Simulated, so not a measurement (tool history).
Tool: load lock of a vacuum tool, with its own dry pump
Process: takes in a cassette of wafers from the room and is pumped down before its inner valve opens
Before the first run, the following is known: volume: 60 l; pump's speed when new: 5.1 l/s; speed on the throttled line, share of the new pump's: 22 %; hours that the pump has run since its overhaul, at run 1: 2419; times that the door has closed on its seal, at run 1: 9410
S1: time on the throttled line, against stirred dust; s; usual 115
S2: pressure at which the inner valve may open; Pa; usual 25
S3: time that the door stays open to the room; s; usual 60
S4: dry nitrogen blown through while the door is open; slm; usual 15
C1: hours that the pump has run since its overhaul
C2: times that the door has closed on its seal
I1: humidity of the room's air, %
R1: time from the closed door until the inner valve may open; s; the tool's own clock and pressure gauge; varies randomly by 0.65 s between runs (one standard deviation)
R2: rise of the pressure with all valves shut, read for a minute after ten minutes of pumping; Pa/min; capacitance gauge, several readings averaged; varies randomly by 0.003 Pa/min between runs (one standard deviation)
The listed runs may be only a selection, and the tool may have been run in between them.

| run | hour | S1 | S2 | S3 | S4 | C1 | C2 | I1 | R1 | R2 |
|---|---|---|---|---|---|---|---|---|---|---|
| 1 | 0.0 | 115 | 25 | 60 | 15 | 2419 | 9410 | 44.1 | 190.0 | 0.058 |
| 2 | 51.8 | 115 | 48 | 60 | 15 | 2471 | 9575 | 49.5 | 182.6 | 0.068 |
| 3 | 125.2 | 115 | 48 | 60 | 15 | 2544 | 9809 | 46.0 | 182.3 | 0.071 |
| 4 | 172.2 | 115 | 48 | 60 | 15 | 2591 | 9959 | 50.1 | 181.6 | 0.075 |
| 5 | 262.5 | 76 | 25 | 60 | 15 | 2681 | 10247 | 45.4 | 159.9 | 0.069 |
| 6 | 329.9 | 76 | 25 | 60 | 15 | 2749 | 10461 | 46.1 | 160.0 | 0.069 |
| 7 | 387.3 | 115 | 29 | 60 | 15 | 2806 | 10644 | 42.5 | 187.5 | 0.066 |
| 8 | 465.4 | 115 | 25 | 60 | 15 | 2884 | 10893 | 43.5 | 190.5 | 0.071 |
| 9 | 542.8 | 115 | 36 | 60 | 7 | 2962 | 11140 | 42.6 | 186.1 | 0.074 |
| 10 | 602.0 | 84 | 18 | 183 | 5 | 3021 | 11328 | 45.1 | 170.7 | 0.152 |
| 11 | 653.7 | 84 | 18 | 183 | 5 | 3073 | 11493 | 43.8 | 170.7 | 0.156 |
| 12 | 720.2 | 123 | 19 | 218 | 4 | 3139 | 11705 | 43.6 | 198.9 | 0.168 |
| 13 | 767.1 | 164 | 35 | 51 | 4 | 3186 | 11854 | 45.6 | 224.8 | 0.088 |
| 14 | 850.5 | 70 | 35 | 51 | 4 | 3269 | 12120 | 47.7 | 152.1 | 0.087 |
| 15 | 921.0 | 70 | 35 | 50 | 39 | 3340 | 12344 | 42.7 | 152.7 | 0.056 |

Each row is a separate what-if for the run after 15, all from the same tool condition, not one after another. Results?
| A | 1012.0 | 81 | 25 | 50 | 39 | 3431 | 12634 | 42.9 | ? | ? |
| B | 1012.0 | 115 | 37 | 51 | 21 | 3431 | 12634 | 46.5 | ? | ? |
| C | 1012.0 | 70 | 35 | 208 | 5 | 3431 | 12634 | 44.2 | ? | ? |
| D | 1012.0 | 70 | 35 | 50 | 7 | 3431 | 12634 | 49.2 | ? | ? |
| E | 1012.0 | 114 | 35 | 76 | 43 | 3431 | 12634 | 45.4 | ? | ? |

| run | R1 | R2 |
|---|---|---|
| A | 164.1 | 0.055 |
| B | 186.5 | 0.064 |
| C | 151.1 | 0.168 |
| D | 151.5 | 0.090 |
| E | 186.1 | 0.056 |
What these runs would have given with no unlogged condition in the tool:
| run | R1 | R2 |
|---|---|---|
| A | 160.0 | 0.028 |
| B | 182.8 | 0.038 |
| C | 147.1 | 0.142 |
| D | 147.5 | 0.064 |
| E | 182.6 | 0.030 |
